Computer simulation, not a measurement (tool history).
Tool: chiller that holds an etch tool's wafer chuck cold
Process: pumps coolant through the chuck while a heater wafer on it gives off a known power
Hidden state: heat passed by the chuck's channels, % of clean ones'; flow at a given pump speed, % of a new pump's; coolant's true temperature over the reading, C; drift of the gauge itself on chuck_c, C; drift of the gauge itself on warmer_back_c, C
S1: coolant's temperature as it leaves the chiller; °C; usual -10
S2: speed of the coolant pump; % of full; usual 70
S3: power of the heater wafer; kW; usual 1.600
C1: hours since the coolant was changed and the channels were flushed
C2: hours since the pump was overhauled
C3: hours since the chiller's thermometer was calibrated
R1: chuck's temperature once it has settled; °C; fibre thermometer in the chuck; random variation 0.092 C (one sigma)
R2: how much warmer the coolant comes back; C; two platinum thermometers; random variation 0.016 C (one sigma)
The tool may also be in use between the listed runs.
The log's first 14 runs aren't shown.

run 15 hour=1357.9 | S1=-16 S2=84 S3=1.600 | C1=2930 C2=3738 C3=1274 | R1=-4.98 R2=4.49
run 16 hour=1452.0 | S1=-10 S2=70 S3=1.600 | C1=3024 C2=3832 C3=1369 | R1=2.73 R2=5.42
run 17 hour=1558.1 | S1=-8 S2=65 S3=0.885 | C1=3130 C2=3939 C3=1475 | R1=-0.60 R2=3.24
run 18 hour=1617.4 | S1=-3 S2=86 S3=1.332 | C1=3189 C2=3998 C3=1534 | R1=6.07 R2=3.65
run 19 hour=1735.2 | S1=-6 S2=80 S3=1.476 | C1=3307 C2=4116 C3=1652 | R1=4.65 R2=4.38
run 20 hour=1856.8 | S1=-6 S2=80 S3=1.476 | C1=3429 C2=4237 C3=1773 | R1=4.65 R2=4.39
run 21 hour=1976.0 | S1=-6 S2=80 S3=1.476 | C1=3548 C2=4356 C3=1893 | R1=4.84 R2=4.36
run 22 hour=2102.0 | S1=-12 S2=67 S3=1.018 | C1=3674 C2=4482 C3=2019 | R1=-3.63 R2=3.63
run 23 hour=2197.6 | S1=-12 S2=67 S3=1.018 | C1=3769 C2=4578 C3=2114 | R1=-3.37 R2=3.62
run 24 hour=2256.6 | S1=-14 S2=69 S3=1.018 | C1=3828 C2=4637 C3=2173 | R1=-5.50 R2=3.50
run 25 hour=2320.7 | S1=-2 S2=67 S3=1.621 | C1=3892 C2=4701 C3=2237 | R1=11.80 R2=5.76
run 26 hour=2376.3 | S1=-1 S2=71 S3=1.069 | C1=3948 C2=4757 C3=2293 | R1=7.67 R2=3.61
run 27 hour=2432.5 | S1=-1 S2=71 S3=1.069 | C1=4004 C2=4813 C3=2349 | R1=7.86 R2=3.64
run 28 hour=2498.4 | S1=-11 S2=85 S3=1.106 | C1=4070 C2=4879 C3=2415 | R1=-3.13 R2=3.12
run 29 hour=2604.9 | S1=-19 S2=64 S3=1.106 | C1=4177 C2=4985 C3=2521 | R1=-9.24 R2=4.16
run 30 hour=2735.4 | S1=-19 S2=64 S3=1.106 | C1=4307 C2=5116 C3=2652 | R1=-9.15 R2=4.18
run 31 hour=2831.4 | S1=-10 S2=67 S3=1.446 | C1=4403 C2=5212 C3=2748 | R1=2.37 R2=5.21
run 32 hour=2956.5 | S1=-10 S2=67 S3=1.446 | C1=4528 C2=5337 C3=2873 | R1=2.48 R2=5.21

4 ways to go on from here, each from the tool as it stands after run 32. What would each give?
run A hour=3078.9 | S1=-9 S2=75 S3=1.600 | C1=4651 C2=5459 C3=2996 | R1=? R2=?
run B hour=3078.9 | S1=-17 S2=76 S3=2.153 | C1=4651 C2=5459 C3=2996 | R1=? R2=?
run C hour=3078.9 | S1=-10 S2=73 S3=1.446 | C1=4651 C2=5459 C3=2996 | R1=? R2=?
run D hour=3078.9 | S1=-8 S2=94 S3=0.840 | C1=4651 C2=5459 C3=2996 | R1=? R2=?

run=A R1=3.88 R2=5.14
run=B R1=-0.28 R2=6.83
run=C R1=1.82 R2=4.77
run=D R1=-2.12 R2=2.14
Without the tool's hidden state the same runs would have given:
run=A R1=2.27 R2=4.90
run=B R1=-2.33 R2=6.52
run=C R1=0.32 R2=4.55
run=D R1=-2.98 R2=2.04
